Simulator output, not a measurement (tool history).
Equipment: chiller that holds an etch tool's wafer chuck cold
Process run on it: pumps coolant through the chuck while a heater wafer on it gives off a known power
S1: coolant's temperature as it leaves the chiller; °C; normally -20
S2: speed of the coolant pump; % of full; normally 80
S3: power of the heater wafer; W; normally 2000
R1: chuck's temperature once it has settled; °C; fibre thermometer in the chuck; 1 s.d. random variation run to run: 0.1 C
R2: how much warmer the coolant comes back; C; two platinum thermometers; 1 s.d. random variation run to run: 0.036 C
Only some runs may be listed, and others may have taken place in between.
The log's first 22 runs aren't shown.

run,hour,S1,S2,S3,R1,R2
23,3096.1,-11,92,1348,-2,3.8
24,3266.6,-11,92,1348,-2,3.84
25,3436.1,-26,69,1829,-9.9,7.15
26,3600.7,-26,71,1829,-10.3,6.97
27,3768.4,-21,64,1031,-11.2,4.42
# hour 3832: chiller's thermometer calibrated
28,3877.7,-16,99,2278,-1.2,6.02
29,4017.3,-10,97,2006,3.2,5.46
30,4154.8,-10,97,2006,3.3,5.46
# hour 4267.4: coolant changed, channels flushed
31,4329,-10,97,2006,1.7,5.45

Forecast each of these 3 alternatives for the next run:
A,4510.4,-16,80,2000,?,?
B,4510.4,-25,71,2006,?,?
C,4510.4,-10,82,2537,?,?

run,R1,R2
A,-2.1,6.72
B,-9.4,7.74
C,7.3,8.35
Without the tool's unlogged condition, the same runs would have read:
run,R1,R2
A,-2.2,6.64
B,-9.5,7.64
C,7.1,8.25
